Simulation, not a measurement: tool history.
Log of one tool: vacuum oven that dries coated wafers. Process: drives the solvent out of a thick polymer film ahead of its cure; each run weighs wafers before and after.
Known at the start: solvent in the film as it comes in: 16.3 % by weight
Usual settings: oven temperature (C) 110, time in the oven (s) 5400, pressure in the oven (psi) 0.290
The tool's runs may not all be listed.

run	hour	oven temperature (C)	time in the oven (s)	pressure in the oven (psi)	solvent left in the film (%)
1	0.0	110	5400	0.290	3.35
2	84.4	110	9300	0.290	2.47
3	147.5	110	3420	0.290	5.03
4	204.5	110	5400	0.716	6.10
5	284.7	110	3300	0.290	5.31
6	360.3	110	3300	0.290	5.39
7	408.6	110	3300	0.290	5.50
8	487.1	97	5400	0.290	6.37
9	579.8	103	5400	0.290	5.03
10	667.6	103	9360	0.290	3.74
11	717.8	119	5400	0.290	2.50
12	778.1	110	5400	0.290	3.80
13	845.3	110	5400	0.290	3.89
14	882.7	110	5400	0.290	3.78
15	961.1	110	5400	0.290	3.83
16	1042.3	110	5400	0.290	3.96
17	1114.3	110	5400	0.290	3.97
18	1162.7	116	5400	0.290	2.99
19	1221.4	116	5400	0.290	3.01
20	1294.1	110	5400	0.290	4.04
# hour 1333.8: oven's thermocouples calibrated
21	1334.3	110	5400	0.290	3.61
22	1409.9	110	5400	0.290	3.73
23	1495.1	110	5400	0.290	3.68
24	1541.8	110	5400	0.290	3.72
25	1627.0	110	5760	0.529	5.02
26	1680.1	101	5760	0.321	5.65
27	1720.6	101	5760	0.321	5.75
# hour 1811.0: vacuum gauge cleaned of residue and calibrated
28	1811.0	113	6240	1.028	6.70
29	1873.7	110	6240	1.028	7.55
30	1953.2	100	2700	0.225	7.52
31	2001.5	110	3360	1.001	8.80
32	2044.3	121	6360	1.105	5.43
33	2107.1	121	6360	1.105	5.45
34	2185.5	110	3840	0.450	5.36
35	2268.0	110	3840	0.450	5.48
36	2356.8	110	3840	0.450	5.48
37	2416.3	110	3300	0.290	5.13
38	2473.5	110	3300	0.290	5.38
39	2530.5	110	3300	0.290	5.20
40	2589.3	98	3300	0.290	7.77
41	2633.7	121	5400	0.242	1.89
42	2715.6	110	2760	0.499	7.05
43	2796.6	110	2760	0.499	7.27
44	2887.6	110	2760	0.499	7.34
45	2974.8	110	2760	0.499	7.37
46	3062.1	103	3300	0.190	6.32

Some steps in solvent left in the film (%) between neighbouring runs. How much of each would the tool show without its hidden state too (settings, what came in, random variation), and how much is left for the hidden state, with any gauge scatter that isn't in both results?
The hidden state here: true wafer temperature over the reading, C; true pressure over the reading, kPa; drift of the gauge itself on solvent_pct, %.
Run 10 -> 11: oven temperature (C) 103 -> 119, time in the oven (s) 9360 -> 5400. solvent left in the film (%) -1.24: hidden state -0.25, all else -0.99.
Run 20 -> 21: oven's thermocouples calibrated. solvent left in the film (%) -0.43: hidden state -0.46, all else +0.03.
Run 27 -> 28: oven temperature (C) 101 -> 113, time in the oven (s) 5760 -> 6240, pressure in the oven (psi) 0.321 -> 1.028, vacuum gauge cleaned of residue and calibrated. solvent left in the film (%) +0.95: hidden state -0.79, all else +1.74.
Run 31 -> 32: oven temperature (C) 110 -> 121, time in the oven (s) 3360 -> 6360, pressure in the oven (psi) 1.001 -> 1.105. solvent left in the film (%) -3.37: hidden state -0.04, all else -3.33.
Run 40 -> 41: oven temperature (C) 98 -> 121, time in the oven (s) 3300 -> 5400, pressure in the oven (psi) 0.290 -> 0.242. solvent left in the film (%) -5.88: hidden state -0.24, all else -5.64.
Run 41 -> 42: oven temperature (C) 121 -> 110, time in the oven (s) 5400 -> 2760, pressure in the oven (psi) 0.242 -> 0.499. solvent left in the film (%) +5.16: hidden state +0.23, all else +4.93.

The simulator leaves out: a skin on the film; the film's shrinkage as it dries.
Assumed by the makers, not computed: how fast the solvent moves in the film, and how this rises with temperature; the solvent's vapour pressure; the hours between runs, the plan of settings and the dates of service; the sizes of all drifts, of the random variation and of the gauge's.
